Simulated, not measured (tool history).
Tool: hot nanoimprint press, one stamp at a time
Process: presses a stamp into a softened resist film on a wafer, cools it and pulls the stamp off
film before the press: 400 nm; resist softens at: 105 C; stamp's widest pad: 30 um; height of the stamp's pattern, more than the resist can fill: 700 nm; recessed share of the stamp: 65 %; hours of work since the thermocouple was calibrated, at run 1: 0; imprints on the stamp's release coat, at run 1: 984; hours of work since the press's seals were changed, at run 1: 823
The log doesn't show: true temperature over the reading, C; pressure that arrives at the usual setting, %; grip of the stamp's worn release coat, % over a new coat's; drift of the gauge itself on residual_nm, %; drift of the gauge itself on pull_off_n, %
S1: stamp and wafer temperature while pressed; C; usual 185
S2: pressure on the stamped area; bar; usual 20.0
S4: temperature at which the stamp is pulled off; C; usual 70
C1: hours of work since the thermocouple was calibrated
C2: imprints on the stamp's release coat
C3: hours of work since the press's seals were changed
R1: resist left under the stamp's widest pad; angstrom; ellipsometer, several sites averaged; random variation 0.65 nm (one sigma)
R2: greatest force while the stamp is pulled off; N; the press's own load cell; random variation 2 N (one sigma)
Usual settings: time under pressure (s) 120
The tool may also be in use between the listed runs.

Run 1, hour 0.0: usual settings; C1 0; C2 984; C3 823. Result: R1 2280 angstrom, R2 113 N.
Run 2, hour 39.1: usual settings; C1 20; C2 1077; C3 843. Result: R1 2277 angstrom, R2 115 N.
At hour 53.1: stamp cleaned and given a new release coat.
Run 3, hour 106.2: usual settings; C1 51; C2 126; C3 874. Result: R1 2298 angstrom, R2 115 N.
Run 4, hour 154.4: usual settings but S4 74 C; C1 75; C2 240; C3 898. Result: R1 2290 angstrom, R2 105 N.
Run 5, hour 194.6: usual settings but S1 193 C; C1 95; C2 335; C3 918. Result: R1 1857 angstrom, R2 117 N.
Run 6, hour 235.5: usual settings; C1 116; C2 432; C3 939. Result: R1 2293 angstrom, R2 116 N.
Run 7, hour 282.9: usual settings; C1 140; C2 545; C3 963. Result: R1 2307 angstrom, R2 112 N.
Run 8, hour 336.0: usual settings; C1 167; C2 670; C3 990. Result: R1 2307 angstrom, R2 115 N.
Run 9, hour 387.0: usual settings; C1 193; C2 791; C3 1016. Result: R1 2328 angstrom, R2 116 N.
Run 10, hour 449.8: usual settings; C1 225; C2 940; C3 1047. Result: R1 2318 angstrom, R2 116 N.
Run 11, hour 496.3: usual settings; C1 248; C2 1050; C3 1071. Result: R1 2333 angstrom, R2 112 N.
At hour 517.8: stamp cleaned and given a new release coat.
Run 12, hour 531.2: usual settings but time under pressure (s) 138; C1 263; C2 32; C3 1086. Result: R1 2234 angstrom, R2 113 N.
At hour 604.9: press's hydraulic seals changed and the load cell set to zero.
Run 13, hour 609.1: usual settings but S1 191 C; C1 298; C2 198; C3 2. Result: R1 1979 angstrom, R2 112 N.
At hour 639.9: gauge calibrated.
Run 14, hour 641.6: usual settings but S1 191 C; C1 315; C2 275; C3 19. Result: R1 1936 angstrom, R2 113 N.
Run 15, hour 673.8: usual settings but S1 191 C, S2 24.9 bar, time under pressure (s) 132; C1 331; C2 351; C3 35. Result: R1 1694 angstrom, R2 111 N.
Run 16, hour 703.3: usual settings but S1 186 C, S2 14.1 bar, time under pressure (s) 64; C1 346; C2 421; C3 50. Result: R1 2977 angstrom, R2 116 N.
Run 17, hour 732.7: usual settings but S1 186 C, S2 14.1 bar, time under pressure (s) 64; C1 361; C2 490; C3 65. Result: R1 2972 angstrom, R2 117 N.
At hour 746.1: plate thermocouple calibrated.
Run 18, hour 785.7: usual settings but S1 186 C, S2 14.1 bar, time under pressure (s) 64; C1 20; C2 609; C3 90. Result: R1 2995 angstrom, R2 117 N.
Run 19, hour 826.9: usual settings but S1 186 C, S2 14.1 bar, time under pressure (s) 210; C1 41; C2 707; C3 111. Result: R1 2143 angstrom, R2 110 N.
Run 20, hour 859.1: usual settings but S1 177 C, S2 14.1 bar, time under pressure (s) 198, S4 74 C; C1 57; C2 783; C3 127. Result: R1 2763 angstrom, R2 100 N.
Run 21, hour 911.7: usual settings but S1 177 C, S2 14.1 bar, time under pressure (s) 198, S4 74 C; C1 84; C2 908; C3 154. Result: R1 2764 angstrom, R2 104 N.
Run 22, hour 974.9: usual settings but S1 192 C; C1 116; C2 1058; C3 186. Result: R1 1907 angstrom, R2 112 N.
At hour 998.2: stamp cleaned and given a new release coat.
Run 23, hour 1039.7: usual settings but S1 193 C, S2 14.5 bar, time under pressure (s) 80; C1 146; C2 98; C3 215. Result: R1 2454 angstrom, R2 115 N.
Run 24, hour 1080.3: usual settings but S1 193 C, S2 14.5 bar, time under pressure (s) 80; C1 166; C2 194; C3 236. Result: R1 2455 angstrom, R2 112 N.

Forecast run 25:
Run 25, hour 1133.7: usual settings but S1 193 C, S2 14.5 bar, time under pressure (s) 80; C1 193; C2 321; C3 263. Result: R1 ?, R2 ?.

Run 25 gave R1 2453 angstrom, R2 115 N.
Without the tool's hidden state the same run would have given R1 2403 angstrom, R2 115 N.
